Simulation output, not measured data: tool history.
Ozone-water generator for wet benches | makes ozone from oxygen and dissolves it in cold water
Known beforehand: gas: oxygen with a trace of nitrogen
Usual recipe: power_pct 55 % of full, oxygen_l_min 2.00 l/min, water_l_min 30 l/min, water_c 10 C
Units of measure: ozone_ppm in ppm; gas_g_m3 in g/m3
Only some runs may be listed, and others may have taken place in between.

| run | hour | power_pct | oxygen_l_min | water_l_min | water_c | ozone_ppm | gas_g_m3 |
|---|---|---|---|---|---|---|---|
| 1 | 0.0 | 55 | 2.00 | 30 | 10 | 5.49 | 111.6 |
| 2 | 32.0 | 55 | 2.00 | 30 | 10 | 5.45 | 114.0 |
| 3 | 68.2 | 55 | 2.06 | 30 | 10 | 5.56 | 112.4 |
| 4 | 92.5 | 55 | 2.06 | 30 | 10 | 5.50 | 110.7 |
| 5 | 112.8 | 55 | 2.00 | 30 | 10 | 5.50 | 112.9 |
| 6 | 135.1 | 55 | 2.00 | 30 | 10 | 5.49 | 113.7 |
| 7 | 156.3 | 76 | 2.00 | 30 | 10 | 7.33 | 152.9 |
| 8 | 185.6 | 55 | 2.00 | 30 | 10 | 5.52 | 112.3 |
| 9 | 204.1 | 55 | 1.30 | 30 | 10 | 4.70 | 143.1 |
| 10 | 232.6 | 55 | 2.00 | 30 | 11 | 5.51 | 113.4 |
| 11 | 275.1 | 55 | 2.00 | 30 | 11 | 5.52 | 112.3 |
| 12 | 297.1 | 89 | 2.00 | 30 | 10 | 8.51 | 176.9 |
| 13 | 328.5 | 55 | 2.41 | 30 | 10 | 5.87 | 102.1 |
| 14 | 353.6 | 55 | 2.00 | 30 | 10 | 5.50 | 113.4 |
| 15 | 391.3 | 55 | 2.00 | 30 | 10 | 5.54 | 114.5 |
| 16 | 413.8 | 55 | 2.00 | 30 | 10 | 5.48 | 112.9 |
| 17 | 452.1 | 55 | 2.00 | 31 | 6 | 5.40 | 113.2 |
| 18 | 494.0 | 55 | 2.00 | 31 | 6 | 5.35 | 112.7 |
| 19 | 519.2 | 62 | 2.00 | 30 | 10 | 6.20 | 126.7 |
| 20 | 558.8 | 58 | 3.05 | 38 | 10 | 5.11 | 95.2 |
| 21 | 601.6 | 58 | 3.05 | 38 | 10 | 4.99 | 96.2 |
| 22 | 641.0 | 58 | 3.05 | 38 | 10 | 5.08 | 95.1 |
| 23 | 670.2 | 58 | 3.05 | 38 | 10 | 5.03 | 94.2 |
| 24 | 695.9 | 44 | 2.00 | 30 | 9 | 4.47 | 93.9 |
| 25 | 726.9 | 94 | 2.82 | 30 | 14 | 9.83 | 155.1 |
| 26 | 757.5 | 52 | 1.24 | 30 | 14 | 4.34 | 140.0 |
| 27 | 788.5 | 52 | 1.24 | 30 | 14 | 4.38 | 140.2 |
| 28 | 812.4 | 55 | 2.56 | 30 | 10 | 5.96 | 98.6 |
| 29 | 839.1 | 55 | 2.56 | 30 | 10 | 5.91 | 98.0 |
| 30 | 869.3 | 54 | 2.00 | 30 | 15 | 5.26 | 112.2 |
| 31 | 910.7 | 55 | 3.02 | 30 | 8 | 6.27 | 90.6 |
| 32 | 950.1 | 55 | 2.51 | 42 | 10 | 4.05 | 100.7 |

Predict each of these 4 candidate next runs independently; none follows another, all start after run 32:
| A | 991.0 | 55 | 1.83 | 42 | 16 | ? | ? |
| B | 991.0 | 71 | 2.51 | 42 | 10 | ? | ? |
| C | 991.0 | 55 | 2.56 | 36 | 10 | ? | ? |
| D | 991.0 | 66 | 2.51 | 42 | 7 | ? | ? |

| run | ozone_ppm | gas_g_m3 |
|---|---|---|
| A | 3.48 | 118.1 |
| B | 5.14 | 125.4 |
| C | 4.92 | 98.7 |
| D | 4.84 | 118.3 |
Take away the tool's hidden state, keep each run's random variation, and the runs would have read:
| run | ozone_ppm | gas_g_m3 |
|---|---|---|
| A | 3.48 | 118.2 |
| B | 5.14 | 125.5 |
| C | 4.92 | 98.7 |
| D | 4.84 | 118.4 |
